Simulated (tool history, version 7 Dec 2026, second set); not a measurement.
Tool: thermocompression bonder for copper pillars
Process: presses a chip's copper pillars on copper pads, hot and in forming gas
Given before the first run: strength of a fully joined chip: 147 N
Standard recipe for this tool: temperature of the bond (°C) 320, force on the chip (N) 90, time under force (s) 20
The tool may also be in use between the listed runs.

run,day,temperature of the bond (°C),force on the chip (N),time under force (s),force that shears a chip off (N)
1,0,320,90,20,96.2
2,2.308,320,90,20,95.7
3,4.267,320,90,34,105.5
4,5.788,320,90,32,103.6
# day 6.946: forming gas filter changed
5,6.996,320,90,32,109
6,8.338,296,90,20,81.9
7,9.8,296,90,20,77.3
8,10.879,296,90,20,76.8
9,13.221,320,90,23,95.7
# day 14.829: forming gas filter changed
10,15.079,320,90,23,98.3
11,16.217,320,90,23,100.1
12,18.733,320,90,15,84.7
13,21.183,320,90,15,82.7
# day 22.679: forming gas filter changed
14,22.679,340,90,20,111.6
15,23.867,340,90,20,107.1
16,25.588,320,90,20,92.2
17,27.362,320,90,20,92.3
18,29.525,320,90,20,92
# day 30.492: forming gas filter changed
19,30.867,320,90,20,98.8
20,32.275,335,97,20,107.9
21,34.038,340,71,22,95.1
22,35.225,340,71,22,94.3
23,36.967,349,90,20,107.2
24,38.158,349,90,20,103.5
# day 38.446: force cell calibrated
# day 38.467: forming gas filter changed
25,39.988,328,87,20,98.2
26,41.979,337,57,24,83.1
27,44.254,320,73,20,80
# day 46.329: forming gas filter changed
28,46.642,320,70,20,82
29,48.254,291,80,25,75.4
# day 49.408: force cell calibrated, once more
30,49.421,291,80,25,77.7
31,51.846,327,103,14,95.5
32,53.346,336,91,38,117.2
# day 54.117: forming gas filter changed
33,55.083,320,90,33,108.9
34,56.625,346,90,46,129.9
35,57.829,298,107,23,95.4
36,59.388,298,107,23,92.7
37,60.438,338,90,29,113.2

Below are 3 alternative next runs, each starting from the tool's condition after run 37. Predict each:
# day 61.85: forming gas filter changed
A,63.004,338,90,13,?
# day 61.85: forming gas filter changed
B,63.004,304,90,20,?
# day 61.85: forming gas filter changed
C,63.004,309,62,20,?

run,force that shears a chip off (N)
A,98.2
B,89
C,71.5
Had the tool no hidden state, the same runs would have come out as:
run,force that shears a chip off (N)
A,96.9
B,87.2
C,69.7

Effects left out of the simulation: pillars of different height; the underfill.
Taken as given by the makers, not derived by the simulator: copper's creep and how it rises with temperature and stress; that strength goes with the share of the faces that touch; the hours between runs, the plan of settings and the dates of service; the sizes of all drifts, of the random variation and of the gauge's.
